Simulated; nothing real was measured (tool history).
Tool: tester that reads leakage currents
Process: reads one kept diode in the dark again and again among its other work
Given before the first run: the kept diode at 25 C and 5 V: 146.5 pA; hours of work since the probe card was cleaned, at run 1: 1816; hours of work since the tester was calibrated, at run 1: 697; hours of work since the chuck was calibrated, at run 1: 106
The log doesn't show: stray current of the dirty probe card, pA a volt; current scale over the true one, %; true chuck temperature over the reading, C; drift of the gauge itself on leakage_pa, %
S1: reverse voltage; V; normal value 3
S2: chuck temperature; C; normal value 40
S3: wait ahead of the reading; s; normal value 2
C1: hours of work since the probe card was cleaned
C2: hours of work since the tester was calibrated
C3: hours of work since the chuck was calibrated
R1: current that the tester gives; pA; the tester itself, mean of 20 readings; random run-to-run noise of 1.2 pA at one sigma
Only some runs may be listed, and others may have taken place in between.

run 1 hour=0 | S1=3 S2=40 S3=2 | C1=1816 C2=697 C3=106 | R1=398.65
run 2 hour=48.6 | S1=17.32 S2=40 S3=2 | C1=1843 C2=725 C3=134 | R1=790.14
run 3 hour=81.5 | S1=17.32 S2=40 S3=2 | C1=1862 C2=744 C3=153 | R1=789.07
run 4 hour=107.4 | S1=3 S2=55 S3=2 | C1=1877 C2=759 C3=167 | R1=1191.26
run 5 hour=140.8 | S1=3 S2=40 S3=1.86 | C1=1896 C2=778 C3=187 | R1=398.59
run 6 hour=185.7 | S1=3 S2=59 S3=2 | C1=1922 C2=803 C3=212 | R1=1567.84
run 7 hour=223.3 | S1=3 S2=59 S3=2 | C1=1943 C2=825 C3=234 | R1=1571.62
run 8 hour=266.9 | S1=3 S2=40 S3=2 | C1=1968 C2=850 C3=259 | R1=401.08
run 9 hour=291.5 | S1=3 S2=40 S3=2 | C1=1982 C2=864 C3=273 | R1=399.95
run 10 hour=316.6 | S1=3 S2=40 S3=2 | C1=1997 C2=878 C3=287 | R1=399.76
run 11 hour=341.6 | S1=3 S2=40 S3=2 | C1=2011 C2=892 C3=301 | R1=399.32
run 12 hour=374.4 | S1=3 S2=51 S3=2 | C1=2030 C2=911 C3=320 | R1=898.68
run 13 hour=403.8 | S1=3 S2=51 S3=2 | C1=2047 C2=928 C3=337 | R1=895.01
run 14 hour=429.4 | S1=3 S2=40 S3=0.31 | C1=2061 C2=943 C3=352 | R1=401.69
run 15 hour=464.9 | S1=3 S2=40 S3=0.31 | C1=2081 C2=963 C3=372 | R1=399.37
run 16 hour=497.3 | S1=3 S2=40 S3=0.31 | C1=2100 C2=981 C3=390 | R1=404.18
run 17 hour=543.6 | S1=3 S2=40 S3=0.31 | C1=2126 C2=1008 C3=417 | R1=400.64
run 18 hour=599.4 | S1=3 S2=40 S3=2 | C1=2158 C2=1040 C3=449 | R1=397.37
run 19 hour=633.3 | S1=3 S2=40 S3=2 | C1=2178 C2=1059 C3=468 | R1=401.17
run 20 hour=663.4 | S1=3 S2=40 S3=2 | C1=2195 C2=1076 C3=485 | R1=398.75
-- hour=704.2 chuck's temperature calibrated
run 21 hour=704.2 | S1=2.06 S2=38 S3=1.48 | C1=2217 C2=1099 C3=0 | R1=297.06
run 22 hour=751 | S1=1.35 S2=36 S3=6.79 | C1=2244 C2=1125 C3=27 | R1=215.33
run 23 hour=806.8 | S1=1.35 S2=36 S3=6.79 | C1=2276 C2=1157 C3=59 | R1=215.57
run 24 hour=853.8 | S1=16.31 S2=40 S3=0.39 | C1=2303 C2=1184 C3=86 | R1=777.66
run 25 hour=888.6 | S1=3 S2=22 S3=5.62 | C1=2323 C2=1204 C3=105 | R1=93.91
run 26 hour=921.5 | S1=3 S2=22 S3=5.62 | C1=2341 C2=1223 C3=124 | R1=93.07
run 27 hour=967.3 | S1=3 S2=23 S3=1.32 | C1=2368 C2=1249 C3=150 | R1=102.5
run 28 hour=1024.1 | S1=3 S2=23 S3=1.32 | C1=2400 C2=1281 C3=183 | R1=102.15
run 29 hour=1053.9 | S1=3.27 S2=40 S3=1.27 | C1=2417 C2=1298 C3=200 | R1=414.36
run 30 hour=1086.7 | S1=7.26 S2=25 S3=3.57 | C1=2436 C2=1317 C3=219 | R1=170.52
run 31 hour=1134.5 | S1=7.26 S2=25 S3=3.57 | C1=2463 C2=1345 C3=246 | R1=170.07
run 32 hour=1165.5 | S1=7.26 S2=25 S3=3.57 | C1=2481 C2=1362 C3=264 | R1=169.84
run 33 hour=1223 | S1=3.75 S2=51 S3=9.96 | C1=2514 C2=1395 C3=297 | R1=979.31
run 34 hour=1264.6 | S1=1.83 S2=43 S3=2.57 | C1=2537 C2=1419 C3=320 | R1=413.33
-- hour=1283.3 probe card cleaned and baked
run 35 hour=1295.7 | S1=1.83 S2=43 S3=2.57 | C1=7 C2=1435 C3=336 | R1=412.47
run 36 hour=1334.2 | S1=1.83 S2=43 S3=2.57 | C1=29 C2=1457 C3=358 | R1=413.09
run 37 hour=1375.4 | S1=1.83 S2=43 S3=2.57 | C1=53 C2=1481 C3=382 | R1=413.21
run 38 hour=1421.4 | S1=1.09 S2=41 S3=4.15 | C1=79 C2=1507 C3=408 | R1=291.47
run 39 hour=1448.7 | S1=4.9 S2=41 S3=3.09 | C1=95 C2=1522 C3=424 | R1=526.32
run 40 hour=1506.6 | S1=2.51 S2=41 S3=2.07 | C1=128 C2=1556 C3=457 | R1=401.47

Consider 3 possible next runs. They are alternatives, not a sequence: every one starts from the tool as it was left by run 40. What does each give?
run A hour=1551.7 | S1=2.51 S2=56 S3=1.03 | C1=153 C2=1581 C3=483 | R1=?
run B hour=1551.7 | S1=3 S2=40 S3=2.64 | C1=153 C2=1581 C3=483 | R1=?
run C hour=1551.7 | S1=2.15 S2=40 S3=1.93 | C1=153 C2=1581 C3=483 | R1=?

run=A R1=1185.94
run=B R1=400.43
run=C R1=351.77
The same runs, with their run-to-run variation unchanged, on a tool lacking any hidden condition would have given:
run=A R1=1187.55
run=B R1=401.03
run=C R1=352.3

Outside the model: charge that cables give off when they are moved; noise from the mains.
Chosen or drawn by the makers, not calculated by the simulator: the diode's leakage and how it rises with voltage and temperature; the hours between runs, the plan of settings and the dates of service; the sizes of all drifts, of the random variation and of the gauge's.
